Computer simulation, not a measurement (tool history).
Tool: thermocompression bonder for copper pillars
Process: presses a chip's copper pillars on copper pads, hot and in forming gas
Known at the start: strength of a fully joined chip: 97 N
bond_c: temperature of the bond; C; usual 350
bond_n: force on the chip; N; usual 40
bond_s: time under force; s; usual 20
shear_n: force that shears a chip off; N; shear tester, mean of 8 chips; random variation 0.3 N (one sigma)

run   hour  bond_c  bond_n  bond_s  shear_n
  1      0     350      40      20       52
  2    5.9     350      25      20     41.3
  3   13.5     350      25      20     40.7
  4   23.2     350      25      20     41.8
  5   33.5     350      25      20     41.1
  6   43.7     350      40      56     68.9
  7   54.6     350      40      56       70
  8   62.8     350      40      56     69.4
  9     70     350      40      56     69.9
 10   80.1     350      43      56     70.6
 11   92.4     350      40      49     60.4
 12  100.2     350      40      40     56.9
 13  104.9     350      40      25     48.7
 14  114.4     350      40      25     49.3
 15    122     350      40      20     46.1
 16  128.4     350      40      20     44.6
 17  139.3     350      40      20     45.3
 18  147.9     350      40      20     44.9
 19  159.1     350      40      20       45
 20  168.4     350      40      20     45.1
 21  175.1     378      30      21     53.5
 22  185.1     378      30      21     53.6
 23  195.6     345      39      23     43.7
 24  203.8     375      40      36     67.3
 25    210     375      40      36     68.9
 26  217.5     375      40      36     67.8
 27    223     375      40      13     50.9
 28  229.8     353      34      18     41.3
 29  235.4     345      40      35     51.8
 30  246.1     350      36      25     46.3
 31  253.1     350      27      29     43.4
 32    263     378      27      10     41.2
 33  270.2     335      40      43     52.1
 34  275.9     351      38      20     46.4
 35    281     370      37      20     55.8
 36  286.7     370      37      20     56.2
 37  293.9     332      40      33     45.6
 38  299.4     325      45      39     46.8
 39  305.4     341      27      12     27.4

Taken out of this log: 4 entries between the listed runs. Where each belongs, and how the hidden state differs across it:
Between runs 10 and 11: heater calibrated with a thermocouple chip (hour 87.9)
  true temperature of the bond over the reading, C: 11.1 -> -1.2; oxide that the forming gas leaves, % of the face: 3.51 -> 3.59
  measured less the result without the state, shear_n: +3.8 -> -2.7 N
Between runs 25 and 26: force cell calibrated (hour 212)
  force that reaches the chip, % of what is set: 99.4 -> 99.1; oxide that the forming gas leaves, % of the face: 4.52 -> 4.57
  measured less the result without the state, shear_n: -3.2 -> -3.3 N
Between runs 30 and 31: forming gas filter changed (hour 247.7)
  true temperature of the bond over the reading, C: -0.1 -> 0; oxide that the forming gas leaves, % of the face: 4.81 -> 0.6
  measured less the result without the state, shear_n: -2.4 -> -0.3 N
Between runs 31 and 32: force cell calibrated, once more (hour 259.1)
  force that reaches the chip, % of what is set: 99 -> 99.7; oxide that the forming gas leaves, % of the face: 0.6 -> 0.67
  measured less the result without the state, shear_n: -0.3 -> -0.1 N
